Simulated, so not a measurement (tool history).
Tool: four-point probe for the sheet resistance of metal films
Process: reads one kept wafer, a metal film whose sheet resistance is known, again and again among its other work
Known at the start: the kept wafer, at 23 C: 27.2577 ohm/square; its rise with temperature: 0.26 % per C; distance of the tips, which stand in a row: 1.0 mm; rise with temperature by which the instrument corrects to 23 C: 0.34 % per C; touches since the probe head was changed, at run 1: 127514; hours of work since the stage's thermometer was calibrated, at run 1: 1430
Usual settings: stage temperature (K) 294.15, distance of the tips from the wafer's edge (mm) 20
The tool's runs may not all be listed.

run    hour  stage temperature (K)  distance of the tips from the wafer's edge (mm)  touches since the probe head was changed  hours of work since the stage's thermometer was calibrated  sheet resistance as the instrument gives it (ohm/square)
  1       0                 294.15                                               20                                    127514                                                        1430                                                 27.084416
  2    38.8                 294.15                                               71                                    129386                                                        1453                                                 27.049001
       67.9  -- new probe head fitted
  3    71.4                 294.15                                               71                                       170                                                        1472                                                 27.367984
  4   113.3                 294.15                                               16                                      2193                                                        1496                                                 27.416529
  5   158.6                 294.15                                               20                                      4381                                                        1523                                                 27.389939
  6   225.1                 294.15                                               20                                      7587                                                        1562                                                  27.38949
  7   289.5                 294.15                                               20                                     10696                                                        1600                                                  27.38148
  8   336.4                 294.15                                               20                                     12962                                                        1628                                                  27.38435
  9   405.9                 294.15                                               20                                     16315                                                        1668                                                 27.373842
 10   439.2                 294.15                                               20                                     17920                                                        1688                                                 27.354092
 11   475.2                 294.15                                               20                                     19657                                                        1709                                                 27.364208
      483.8  -- stage's thermometer calibrated
 12     523                 294.15                                               20                                     21942                                                          23                                                 27.338894
 13   553.5                 298.15                                               20                                     23414                                                          41                                                 27.257655
 14   597.8                 294.15                                               20                                     25551                                                          67                                                 27.339641
 15   652.5                 294.15                                               20                                     28193                                                          99                                                 27.327959
 16   699.1                 294.15                                               20                                     30442                                                         127                                                 27.312926
 17   754.9                 294.15                                               20                                     33136                                                         160                                                 27.328906
 18     806                 294.15                                               20                                     35599                                                         190                                                 27.316829
 19   838.3                 294.15                                               20                                     37160                                                         209                                                 27.309768
 20   878.1                 294.15                                               20                                     39079                                                         232                                                 27.305714
 21   914.2                 296.15                                               20                                     40824                                                         253                                                 27.255124
 22     975                 296.15                                               20                                     43760                                                         289                                                 27.250911
 23  1025.8                 296.15                                               42                                     46210                                                         319                                                 27.220597
 24  1055.2                 296.15                                               42                                     47626                                                         336                                                 27.214122
 25  1121.1                 293.15                                               42                                     50807                                                         375                                                 27.264359
 26  1153.7                 302.15                                               57                                     52384                                                         394                                                 27.092665
 27  1187.8                 304.15                                               17                                     54030                                                         414                                                 27.088412
 28  1223.3                 297.15                                               14                                     55743                                                         435                                                 27.252356
 29  1285.2                 294.15                                                3                                     58730                                                         472                                                 28.753779
 30  1348.9                 294.15                                                3                                     61801                                                         509                                                 28.766353
 31    1392                 293.15                                               42                                     63884                                                         535                                                 27.238043
 32  1429.9                 299.15                                               28                                     65715                                                         557                                                 27.126889
 33    1474                 294.15                                               40                                     67840                                                         583                                                 27.216949
 34  1517.2                 294.15                                               40                                     69927                                                         608                                                 27.218148
 35  1553.8                 295.15                                               20                                     71693                                                         630                                                 27.216259
 36  1607.7                 298.15                                               50                                     74293                                                         662                                                  27.12551
 37  1647.2                 298.15                                               50                                     76203                                                         685                                                 27.119699
 38  1701.2                 300.15                                               51                                     78808                                                         717                                                 27.078101
 39  1745.8                 300.15                                               51                                     80960                                                         743                                                 27.059983
 40  1777.5                 296.15                                                4                                     82488                                                         762                                                 28.022868
 41  1841.9                 303.15                                               20                                     85598                                                         800                                                 27.042378
 42  1877.4                 296.15                                                4                                     87313                                                         821                                                 28.002049
 43  1915.8                 307.15                                                9                                     89165                                                         843                                                 27.088466
 44  1951.9                 307.15                                                9                                     90909                                                         864                                                 27.089832

Forecast each of these 4 alternatives for the next run:
  A  2011.8                 295.15                                                5                                     93797                                                         900                                                         ?
  B  2011.8                 294.15                                               25                                     93797                                                         900                                                         ?
  C  2011.8                 297.15                                               20                                     93797                                                         900                                                         ?
  D  2011.8                 301.15                                               50                                     93797                                                         900                                                         ?

run  sheet resistance as the instrument gives it (ohm/square)
  A                                                 27.709593
  B                                                 27.171577
  C                                                 27.136306
  D                                                 27.020811
Without the tool's hidden state the same runs would have given:
run  sheet resistance as the instrument gives it (ohm/square)
  A                                                 27.856694
  B                                                 27.316044
  C                                                 27.280633
  D                                                 27.164606
